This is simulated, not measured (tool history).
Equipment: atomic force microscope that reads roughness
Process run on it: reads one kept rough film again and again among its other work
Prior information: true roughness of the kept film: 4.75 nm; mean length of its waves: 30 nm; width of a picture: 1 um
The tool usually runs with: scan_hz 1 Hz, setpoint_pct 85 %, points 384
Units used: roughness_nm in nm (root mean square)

run,hour,scan_hz,setpoint_pct,points,roughness_nm
1,0,1,85,384,3.559
2,31.4,1,85,384,3.444
3,56.6,0.65,85,384,3.482
4,85.7,0.65,85,384,3.412
5,120.1,0.65,85,384,3.352
6,147.4,1,79,384,3.243
7,163.7,1,85,384,3.18
# hour 179.3: new tip fitted
8,191,1,85,384,3.858
9,223.8,1,85,505,3.745
10,257.1,0.56,85,384,3.757
11,285.7,2.39,85,384,3.238
12,308.6,2.2,85,384,3.237
13,333.1,2.2,85,384,3.173
14,349.6,2.2,85,384,3.145
15,381.9,2.2,85,384,3.081
16,405,0.71,82,352,3.356
17,431.6,0.71,82,352,3.299
# hour 455.5: new tip fitted
18,464.8,0.71,82,352,3.916
19,484.4,0.71,82,352,3.862
20,501.7,3.58,88,290,3.065
21,528.8,2.36,66,323,3.646
22,545,3.07,62,384,3.667
23,563.3,3.07,62,384,3.578
24,586.8,0.84,85,743,3.563
25,610.1,0.57,88,502,3.546

Alternative continuations, all from the tool just after run 25; predict every row:
A,626.8,1,58,384,?
B,626.8,0.65,74,489,?
C,626.8,2.73,88,731,?
D,626.8,1.01,66,747,?
E,626.8,1.17,87,283,?

run,roughness_nm
A,3.589
B,3.557
C,2.981
D,3.571
E,3.364
Without the tool's unlogged condition, the same runs would have read:
run,roughness_nm
A,4.029
B,3.993
C,3.346
D,4.01
E,3.775
